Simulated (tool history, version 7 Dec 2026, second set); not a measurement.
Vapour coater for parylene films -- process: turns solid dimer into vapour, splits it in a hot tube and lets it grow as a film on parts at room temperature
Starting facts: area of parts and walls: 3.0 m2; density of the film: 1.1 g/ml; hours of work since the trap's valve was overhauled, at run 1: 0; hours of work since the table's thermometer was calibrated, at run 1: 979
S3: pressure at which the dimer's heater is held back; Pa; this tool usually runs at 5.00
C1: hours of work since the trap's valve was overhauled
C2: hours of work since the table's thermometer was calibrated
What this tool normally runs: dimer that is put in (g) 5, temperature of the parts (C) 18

run 1 hour=0.0 | dimer_that_is_put_in_(g)=5 temperature_of_the_parts_(C)=18 S3=5.00 | C1=0 C2=979 | thickness_of_the_film_(nm)=770
run 2 hour=22.7 | dimer_that_is_put_in_(g)=5 temperature_of_the_parts_(C)=18 S3=5.00 | C1=14 C2=993 | thickness_of_the_film_(nm)=840
run 3 hour=47.1 | dimer_that_is_put_in_(g)=5 temperature_of_the_parts_(C)=18 S3=5.00 | C1=29 C2=1007 | thickness_of_the_film_(nm)=770
run 4 hour=83.3 | dimer_that_is_put_in_(g)=5 temperature_of_the_parts_(C)=18 S3=5.00 | C1=51 C2=1029 | thickness_of_the_film_(nm)=800
run 5 hour=103.6 | dimer_that_is_put_in_(g)=5 temperature_of_the_parts_(C)=18 S3=5.00 | C1=63 C2=1042 | thickness_of_the_film_(nm)=780
run 6 hour=135.1 | dimer_that_is_put_in_(g)=5 temperature_of_the_parts_(C)=18 S3=5.00 | C1=82 C2=1061 | thickness_of_the_film_(nm)=770
run 7 hour=155.0 | dimer_that_is_put_in_(g)=5 temperature_of_the_parts_(C)=18 S3=5.00 | C1=94 C2=1073 | thickness_of_the_film_(nm)=750
run 8 hour=197.0 | dimer_that_is_put_in_(g)=5 temperature_of_the_parts_(C)=18 S3=5.00 | C1=120 C2=1099 | thickness_of_the_film_(nm)=760
run 9 hour=238.1 | dimer_that_is_put_in_(g)=5 temperature_of_the_parts_(C)=18 S3=5.00 | C1=145 C2=1124 | thickness_of_the_film_(nm)=760
run 10 hour=269.5 | dimer_that_is_put_in_(g)=5 temperature_of_the_parts_(C)=18 S3=5.00 | C1=164 C2=1143 | thickness_of_the_film_(nm)=750
run 11 hour=305.2 | dimer_that_is_put_in_(g)=5 temperature_of_the_parts_(C)=21 S3=4.05 | C1=186 C2=1165 | thickness_of_the_film_(nm)=730
run 12 hour=333.3 | dimer_that_is_put_in_(g)=6 temperature_of_the_parts_(C)=12 S3=3.60 | C1=203 C2=1182 | thickness_of_the_film_(nm)=1070
run 13 hour=359.5 | dimer_that_is_put_in_(g)=7 temperature_of_the_parts_(C)=18 S3=5.00 | C1=219 C2=1198 | thickness_of_the_film_(nm)=1010
run 14 hour=401.1 | dimer_that_is_put_in_(g)=7 temperature_of_the_parts_(C)=18 S3=5.00 | C1=244 C2=1223 | thickness_of_the_film_(nm)=1000
run 15 hour=446.9 | dimer_that_is_put_in_(g)=7 temperature_of_the_parts_(C)=18 S3=5.00 | C1=272 C2=1251 | thickness_of_the_film_(nm)=1010
run 16 hour=485.4 | dimer_that_is_put_in_(g)=7 temperature_of_the_parts_(C)=18 S3=5.00 | C1=296 C2=1274 | thickness_of_the_film_(nm)=950
-- hour=518.6 trap's valve overhauled
run 17 hour=533.3 | dimer_that_is_put_in_(g)=7 temperature_of_the_parts_(C)=18 S3=5.00 | C1=9 C2=1301 | thickness_of_the_film_(nm)=1120
run 18 hour=565.4 | dimer_that_is_put_in_(g)=7 temperature_of_the_parts_(C)=18 S3=6.64 | C1=29 C2=1321 | thickness_of_the_film_(nm)=1060
run 19 hour=605.6 | dimer_that_is_put_in_(g)=5 temperature_of_the_parts_(C)=18 S3=3.40 | C1=53 C2=1345 | thickness_of_the_film_(nm)=820

Predict each of these 4 candidate next runs independently; none follows another, all start after run 19:
run A hour=635.9 | dimer_that_is_put_in_(g)=6 temperature_of_the_parts_(C)=16 S3=7.42 | C1=71 C2=1364 | thickness_of_the_film_(nm)=?
run B hour=635.9 | dimer_that_is_put_in_(g)=7 temperature_of_the_parts_(C)=17 S3=5.00 | C1=71 C2=1364 | thickness_of_the_film_(nm)=?
run C hour=635.9 | dimer_that_is_put_in_(g)=4 temperature_of_the_parts_(C)=19 S3=7.52 | C1=71 C2=1364 | thickness_of_the_film_(nm)=?
run D hour=635.9 | dimer_that_is_put_in_(g)=7 temperature_of_the_parts_(C)=13 S3=3.40 | C1=71 C2=1364 | thickness_of_the_film_(nm)=?

run=A thickness_of_the_film_(nm)=950
run=B thickness_of_the_film_(nm)=1110
run=C thickness_of_the_film_(nm)=590
run=D thickness_of_the_film_(nm)=1260
Without the tool's unlogged condition, the same runs would have read:
run=A thickness_of_the_film_(nm)=990
run=B thickness_of_the_film_(nm)=1160
run=C thickness_of_the_film_(nm)=610
run=D thickness_of_the_film_(nm)=1320

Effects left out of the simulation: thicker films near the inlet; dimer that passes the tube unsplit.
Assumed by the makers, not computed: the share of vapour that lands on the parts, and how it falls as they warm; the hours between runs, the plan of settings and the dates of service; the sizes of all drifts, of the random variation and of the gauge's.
